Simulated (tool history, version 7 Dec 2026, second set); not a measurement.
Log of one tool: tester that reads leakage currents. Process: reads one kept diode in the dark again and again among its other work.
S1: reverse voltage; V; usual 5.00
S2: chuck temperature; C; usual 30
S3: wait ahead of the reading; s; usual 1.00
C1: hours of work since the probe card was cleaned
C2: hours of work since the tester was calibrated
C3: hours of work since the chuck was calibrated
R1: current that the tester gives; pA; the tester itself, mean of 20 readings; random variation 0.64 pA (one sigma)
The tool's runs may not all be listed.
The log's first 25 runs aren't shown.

| run | hour | S1 | S2 | S3 | C1 | C2 | C3 | R1 |
|---|---|---|---|---|---|---|---|---|
|  | 3638.5 | chuck's temperature calibrated |
| 26 | 3679.7 | 4.00 | 23 | 4.37 | 371 | 4723 | 17 | 100.73 |
| 27 | 3809.1 | 4.00 | 23 | 3.08 | 423 | 4775 | 69 | 101.38 |
| 28 | 3941.5 | 4.00 | 33 | 8.29 | 477 | 4829 | 123 | 253.25 |
| 29 | 4106.2 | 4.00 | 33 | 8.29 | 544 | 4896 | 190 | 252.38 |
| 30 | 4242.7 | 8.04 | 27 | 8.29 | 600 | 4951 | 246 | 197.37 |
| 31 | 4393.9 | 3.60 | 22 | 1.23 | 661 | 5013 | 307 | 88.27 |
| 32 | 4578.6 | 9.28 | 32 | 2.94 | 736 | 5088 | 382 | 330.62 |
| 33 | 4739.0 | 5.00 | 35 | 0.53 | 801 | 5153 | 447 | 335.79 |
| 34 | 4823.7 | 5.00 | 35 | 0.53 | 836 | 5188 | 482 | 334.96 |
| 35 | 4929.0 | 1.49 | 40 | 1.37 | 879 | 5230 | 525 | 308.07 |
| 36 | 5046.9 | 16.09 | 34 | 1.04 | 926 | 5278 | 572 | 500.94 |
| 37 | 5150.2 | 7.32 | 30 | 1.28 | 969 | 5320 | 615 | 249.34 |
| 38 | 5320.5 | 1.70 | 25 | 0.84 | 1038 | 5390 | 684 | 84.67 |
|  | 5382.8 | chuck's temperature calibrated |
| 39 | 5472.7 | 5.00 | 30 | 2.52 | 1099 | 5451 | 37 | 212.81 |

Forecast each of these 4 alternatives for the next run:
| A | 5620.6 | 5.00 | 36 | 1.00 | 1159 | 5511 | 97 | ? |
| B | 5620.6 | 7.85 | 55 | 3.33 | 1159 | 5511 | 97 | ? |
| C | 5620.6 | 4.36 | 30 | 1.00 | 1159 | 5511 | 97 | ? |
| D | 5620.6 | 2.55 | 30 | 1.00 | 1159 | 5511 | 97 | ? |

| run | R1 |
|---|---|
| A | 367.36 |
| B | 2119.59 |
| C | 201.31 |
| D | 159.97 |
Without the tool's hidden state the same runs would have given:
| run | R1 |
|---|---|
| A | 367.35 |
| B | 2119.55 |
| C | 201.30 |
| D | 159.97 |
